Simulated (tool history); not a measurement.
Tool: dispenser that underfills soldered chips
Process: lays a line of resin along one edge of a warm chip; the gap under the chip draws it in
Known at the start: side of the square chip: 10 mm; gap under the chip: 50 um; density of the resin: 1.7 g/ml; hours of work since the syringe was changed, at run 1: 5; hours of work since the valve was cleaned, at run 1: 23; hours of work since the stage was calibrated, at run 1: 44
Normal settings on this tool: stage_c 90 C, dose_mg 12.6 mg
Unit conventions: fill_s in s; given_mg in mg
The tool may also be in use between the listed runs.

run,day,stage_c,dose_mg,hours of work since the syringe was changed,hours of work since the valve was cleaned,hours of work since the stage was calibrated,fill_s,given_mg
1,0,90,12.6,5,23,44,143.5,12.39
# day 0.133: new syringe of resin
2,0.254,90,12.6,2,27,48,110.5,12.38
# day 0.571: new syringe of resin
3,0.588,90,12.6,0,33,54,96.4,12.27
4,0.758,90,12.6,3,36,57,120.9,12.3
# day 0.996: new syringe of resin
5,1.021,90,12.6,0,40,61,96.2,12.19
6,1.25,90,12.6,4,44,65,131.3,12.26
# day 1.429: new syringe of resin
7,1.596,90,12.6,3,50,71,122.1,12.13
# day 1.658: dispensing valve cleaned and set on the balance
8,1.804,90,12.3,6,3,74,150.1,12.32
# day 1.896: new syringe of resin
9,2.1,90,12.3,4,8,79,122.5,12.29
# day 2.325: new syringe of resin
10,2.429,90,12.3,2,13,84,108.7,12.28
11,2.604,90,12.3,5,16,88,138.9,12.17
# day 2.762: new syringe of resin
12,2.858,90,12.3,2,20,92,109.3,11.97
13,3.071,105,12.6,5,24,95,96.7,12.35
# day 3.196: new syringe of resin
14,3.229,90,13,1,27,98,99.1,12.81
15,3.579,88,12.6,7,33,104,170.7,12.33
# day 3.638: new syringe of resin
16,3.904,86,12.6,5,38,110,155.8,12.38
# day 4.071: new syringe of resin
17,4.258,86,12.6,3,44,116,136.5,12.19
# day 4.504: new syringe of resin
18,4.521,89,12.6,0,49,120,99.7,12.2
# day 4.683: dispensing valve cleaned and set on the balance
19,4.717,89,12.6,3,1,123,121.6,12.58
# day 4.979: new syringe of resin
20,4.996,97,13.6,0,5,127,77.3,13.45
21,5.217,87,13,4,9,131,141.1,13.05
# day 5.4: new syringe of resin
22,5.542,87,13,3,15,137,124,12.92
# day 5.833: new syringe of resin
23,5.85,87,13,0,20,142,103.6,12.81
24,6.188,81,10.8,6,26,148,205.1,10.65
# day 6.283: new syringe of resin
25,6.525,89,11.2,4,31,154,135.7,10.88
# day 6.712: new syringe of resin
26,6.829,90,13.8,2,37,159,109.5,13.55

Expected results for the next run?
# day 7.138: new syringe of resin
27,7.142,97,12,0,42,164,?,?

{"run 27": {"fill_s": 78, "given_mg": 11.59}}
With no hidden state in the tool, this same run would have given fill_s 78.9 s, given_mg 11.94 mg.
